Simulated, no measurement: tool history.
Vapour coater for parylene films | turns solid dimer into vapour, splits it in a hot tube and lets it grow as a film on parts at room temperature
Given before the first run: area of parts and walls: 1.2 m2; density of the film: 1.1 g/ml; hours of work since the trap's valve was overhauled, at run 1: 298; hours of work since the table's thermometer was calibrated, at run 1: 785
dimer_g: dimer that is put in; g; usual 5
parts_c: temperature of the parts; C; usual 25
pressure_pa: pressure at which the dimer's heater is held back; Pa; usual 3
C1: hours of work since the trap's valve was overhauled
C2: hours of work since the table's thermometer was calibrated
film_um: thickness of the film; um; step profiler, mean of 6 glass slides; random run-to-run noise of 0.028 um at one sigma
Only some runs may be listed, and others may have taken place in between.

Run 1, hour 0: usual settings; C1 298; C2 785. Result: film_um 2.01 um.
Run 2, hour 66.2: usual settings but parts_c 22 C; C1 353; C2 841. Result: film_um 2.17 um.
At hour 94.8: trap's valve overhauled.
Run 3, hour 103.8: usual settings but parts_c 22 C; C1 8; C2 869. Result: film_um 2.59 um.
Run 4, hour 141.6: usual settings but parts_c 22 C; C1 39; C2 901. Result: film_um 2.53 um.
Run 5, hour 199.3: usual settings; C1 88; C2 949. Result: film_um 2.23 um.
Run 6, hour 253.6: usual settings but pressure_pa 3.33 Pa; C1 133; C2 994. Result: film_um 2.15 um.
Run 7, hour 329.4: usual settings but dimer_g 8 g, parts_c 24 C, pressure_pa 4.05 Pa; C1 196; C2 1058. Result: film_um 3.42 um.
At hour 334.2: table's thermometer calibrated.
Run 8, hour 385.5: usual settings but dimer_g 8 g, parts_c 24 C, pressure_pa 4.05 Pa; C1 243; C2 43. Result: film_um 3.23 um.
Run 9, hour 419.5: usual settings but parts_c 26 C, pressure_pa 4.05 Pa; C1 271; C2 71. Result: film_um 1.87 um.
Run 10, hour 498.9: usual settings but parts_c 26 C, pressure_pa 4.05 Pa; C1 338; C2 138. Result: film_um 1.78 um.

3 options for the next run, each taken on its own from the tool as it stands now. Forecast them:
At hour 544.5: trap's valve overhauled.
Run A, hour 573.7: usual settings but dimer_g 6 g, parts_c 26 C, pressure_pa 4.05 Pa; C1 24; C2 197. Result: film_um ?.
At hour 544.5: trap's valve overhauled.
Run B, hour 573.7: usual settings but dimer_g 6 g, parts_c 18 C, pressure_pa 3.54 Pa; C1 24; C2 197. Result: film_um ?.
At hour 544.5: trap's valve overhauled.
Run C, hour 573.7: usual settings but dimer_g 6 g, parts_c 26 C, pressure_pa 9.42 Pa; C1 24; C2 197. Result: film_um ?.

run  film_um
  A     2.44
  B     3.37
  C     2.22
Without the tool's hidden state the same runs would have given:
run  film_um
  A     2.62
  B     3.61
  C     2.38
